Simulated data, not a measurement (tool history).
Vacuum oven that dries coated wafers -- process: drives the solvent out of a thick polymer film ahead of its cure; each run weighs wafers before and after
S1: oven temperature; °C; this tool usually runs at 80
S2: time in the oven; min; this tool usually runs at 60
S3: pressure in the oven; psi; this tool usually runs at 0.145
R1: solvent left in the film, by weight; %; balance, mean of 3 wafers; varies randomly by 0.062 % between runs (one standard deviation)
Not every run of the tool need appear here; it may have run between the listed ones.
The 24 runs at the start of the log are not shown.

run 25 hour=671.6 | S1=85 S2=70 S3=0.56 | R1=3.06
run 26 hour=702.8 | S1=85 S2=70 S3=0.56 | R1=3.04
run 27 hour=722.5 | S1=94 S2=60 S3=0.145 | R1=1.1
run 28 hour=741.7 | S1=94 S2=60 S3=0.145 | R1=0.99
run 29 hour=775.1 | S1=94 S2=60 S3=0.145 | R1=1.08
run 30 hour=794.3 | S1=94 S2=60 S3=0.145 | R1=1.06
-- hour=803.2 oven's thermocouples calibrated
run 31 hour=821.3 | S1=67 S2=34 S3=0.088 | R1=13.36
run 32 hour=852.9 | S1=88 S2=99 S3=0.184 | R1=0.72
run 33 hour=882.2 | S1=73 S2=60 S3=0.205 | R1=7.31
run 34 hour=912.3 | S1=80 S2=60 S3=0.418 | R1=4.92
run 35 hour=942.5 | S1=80 S2=60 S3=0.173 | R1=4.52
run 36 hour=966.1 | S1=82 S2=92 S3=0.173 | R1=1.8
run 37 hour=1002.2 | S1=80 S2=40 S3=0.094 | R1=7.26
run 38 hour=1034.5 | S1=80 S2=40 S3=0.094 | R1=7.14
run 39 hour=1054.7 | S1=80 S2=68 S3=0.094 | R1=3.68
run 40 hour=1078.5 | S1=89 S2=32 S3=0.145 | R1=5.45
run 41 hour=1112.7 | S1=80 S2=40 S3=0.129 | R1=7.43
run 42 hour=1142.9 | S1=77 S2=40 S3=0.167 | R1=8.52
run 43 hour=1176 | S1=77 S2=40 S3=0.167 | R1=8.55
run 44 hour=1210 | S1=77 S2=40 S3=0.167 | R1=8.7
run 45 hour=1239.2 | S1=77 S2=77 S3=0.167 | R1=4.12
run 46 hour=1256 | S1=80 S2=92 S3=0.145 | R1=2.22
run 47 hour=1281.8 | S1=94 S2=102 S3=0.468 | R1=0.8
run 48 hour=1311.3 | S1=74 S2=92 S3=0.495 | R1=5.1

Predict each of these 3 candidate next runs independently; none follows another, all start after run 48:
run A hour=1338.9 | S1=74 S2=80 S3=0.239 | R1=?
run B hour=1338.9 | S1=68 S2=33 S3=0.392 | R1=?
run C hour=1338.9 | S1=80 S2=60 S3=0.554 | R1=?

run=A R1=5.21
run=B R1=13.86
run=C R1=5.4
Take away the tool's hidden state, keep each run's random variation, and the runs would have read:
run=A R1=4.89
run=B R1=13.6
run=C R1=5.13
